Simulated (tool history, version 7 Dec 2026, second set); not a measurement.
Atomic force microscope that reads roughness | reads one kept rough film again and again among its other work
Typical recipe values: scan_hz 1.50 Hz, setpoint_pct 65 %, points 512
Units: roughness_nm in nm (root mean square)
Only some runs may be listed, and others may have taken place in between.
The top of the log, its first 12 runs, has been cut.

run	hour	scan_hz	setpoint_pct	points	pictures with this tip	hours of work since the height scale was calibrated	roughness_nm
# hour 584.1: new tip fitted
# hour 653.2: new tip fitted
13	657.4	1.50	65	313	7	2001	3.596
# hour 725.5: new tip fitted
14	725.5	1.50	65	313	0	2036	3.679
# hour 794.7: new tip fitted
15	794.7	1.50	65	512	0	2071	3.714
# hour 865.6: new tip fitted
16	871.7	1.50	75	512	10	2110	3.387
# hour 934.5: new tip fitted
17	939.3	1.50	65	272	8	2144	3.522
# hour 1004.2: new tip fitted
18	1017.8	1.50	65	272	23	2184	3.260
19	1053.7	1.50	65	512	84	2203	2.618
# hour 1076.6: new tip fitted
20	1095.1	1.50	65	512	32	2224	3.245
# hour 1102.6: height scale calibrated on a step standard
# hour 1148.4: new tip fitted
21	1151.0	1.50	65	512	4	25	3.647
# hour 1223.4: new tip fitted
22	1224.8	1.50	65	512	2	62	3.687
# hour 1295.8: new tip fitted
23	1303.6	1.50	65	512	13	102	3.504
# hour 1316.9: height scale calibrated on a step standard, once more
24	1339.7	1.50	65	512	73	12	2.622
# hour 1368.3: new tip fitted
25	1381.9	1.50	65	512	23	33	3.223
26	1423.1	1.36	82	512	93	54	2.304
# hour 1442.2: new tip fitted
27	1482.6	1.36	82	512	68	85	2.598
# hour 1512.8: new tip fitted
28	1534.7	0.92	82	332	37	111	2.896
# hour 1585.0: new tip fitted
29	1609.0	0.92	81	332	41	149	2.944
# hour 1656.8: new tip fitted
30	1659.3	0.92	81	332	4	174	3.501
31	1698.0	0.80	60	510	69	194	2.677
# hour 1725.9: new tip fitted
32	1735.7	3.52	65	512	17	213	3.234

Run 33, settings as shown, results not yet in. Your forecast:
# hour 1799.2: new tip fitted
33	1815.9	3.52	65	512	28	254	?

{"run 33": {"roughness_nm": 3.046}}
Minus the tool's unlogged condition, the same run would have read roughness_nm 3.488 nm (root mean square).
